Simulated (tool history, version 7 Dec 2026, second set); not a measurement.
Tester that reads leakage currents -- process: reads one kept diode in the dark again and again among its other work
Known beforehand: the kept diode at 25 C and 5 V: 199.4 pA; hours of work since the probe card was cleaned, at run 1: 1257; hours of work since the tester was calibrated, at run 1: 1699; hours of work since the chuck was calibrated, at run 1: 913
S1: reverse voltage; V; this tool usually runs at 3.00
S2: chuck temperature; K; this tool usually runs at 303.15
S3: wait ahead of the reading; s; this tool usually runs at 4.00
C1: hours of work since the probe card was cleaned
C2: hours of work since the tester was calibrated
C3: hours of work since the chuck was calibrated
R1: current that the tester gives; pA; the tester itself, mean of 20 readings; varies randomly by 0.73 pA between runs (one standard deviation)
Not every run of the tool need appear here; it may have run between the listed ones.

run	hour	S1	S2	S3	C1	C2	C3	R1
1	0.0	3.00	303.15	4.00	1257	1699	913	263.20
2	32.7	3.00	303.15	4.00	1272	1714	928	264.68
3	89.7	3.00	303.15	9.65	1298	1740	954	263.94
4	126.7	3.00	303.15	9.65	1315	1757	971	264.10
5	170.6	3.00	303.15	4.00	1335	1777	991	265.52
6	238.0	2.65	303.15	4.00	1366	1808	1022	256.61
7	292.4	2.65	303.15	4.00	1391	1833	1047	256.66
8	326.7	3.00	303.15	4.00	1407	1849	1063	265.17
9	384.9	3.00	303.15	4.00	1433	1875	1090	267.61
# hour 402.7: chuck's temperature calibrated
10	417.9	3.00	303.15	4.00	1448	1890	7	249.00
11	480.5	2.13	303.15	4.00	1476	1918	36	224.58
# hour 488.4: tester calibrated
12	548.3	2.13	303.15	4.00	1507	28	66	225.53
13	617.2	7.21	303.15	4.00	1538	59	98	332.38
14	649.2	3.00	303.15	4.00	1553	74	112	251.69
15	687.5	3.00	303.15	4.00	1571	92	130	252.32
16	737.7	3.00	303.15	4.00	1594	115	153	253.49
17	795.9	4.19	322.15	1.09	1620	141	180	960.26
# hour 810.0: tester calibrated, once more
18	862.9	1.81	322.15	3.60	1650	24	210	740.09
19	899.3	8.22	329.15	7.49	1667	41	226	1782.27
20	966.4	16.00	303.15	2.11	1698	72	257	435.58
21	1014.3	1.49	327.15	2.11	1720	94	279	952.90
22	1044.2	1.49	327.15	2.11	1734	108	293	941.85
23	1109.1	7.31	306.15	1.98	1763	137	323	411.72
24	1154.5	7.31	306.15	1.98	1784	158	344	412.30
25	1211.9	7.31	306.15	1.98	1811	185	370	412.73
26	1260.5	7.31	306.15	1.98	1833	207	392	417.70
27	1301.0	8.76	326.15	9.49	1852	226	411	1551.79
28	1363.7	8.76	295.15	0.94	1880	254	440	210.11
29	1407.5	8.76	295.15	0.94	1901	275	460	212.55
30	1440.3	9.57	317.15	1.08	1916	290	475	929.02
31	1487.7	2.10	307.15	0.43	1937	311	497	303.23
32	1549.9	3.29	316.15	1.41	1966	340	525	624.72

Pick out some run-to-run changes in R1. Of each, how much would a tool without hidden state show as well, from the settings, what came in and chance, and how much is left for the hidden state and any gauge scatter not in both results compared?
Hidden conditions of the tool in this case: stray current of the dirty probe card, pA a volt; current scale over the true one, %; true chuck temperature over the reading, C; drift of the gauge itself on leakage_pa, %.
Run 19 -> 20: S1 8.22 -> 16.00, S2 329.15 -> 303.15, S3 7.49 -> 2.11. R1 -1346.69 pA: hidden state -10.10, all else -1336.59.
Run 26 -> 27: S1 7.31 -> 8.76, S2 306.15 -> 326.15, S3 1.98 -> 9.49. R1 +1134.09 pA: hidden state +31.57, all else +1102.52.
Run 27 -> 28: S2 326.15 -> 295.15, S3 9.49 -> 0.94. R1 -1341.68 pA: hidden state -34.71, all else -1306.97.
Run 30 -> 31: S1 9.57 -> 2.10, S2 317.15 -> 307.15, S3 1.08 -> 0.43. R1 -625.79 pA: hidden state -28.78, all else -597.01.

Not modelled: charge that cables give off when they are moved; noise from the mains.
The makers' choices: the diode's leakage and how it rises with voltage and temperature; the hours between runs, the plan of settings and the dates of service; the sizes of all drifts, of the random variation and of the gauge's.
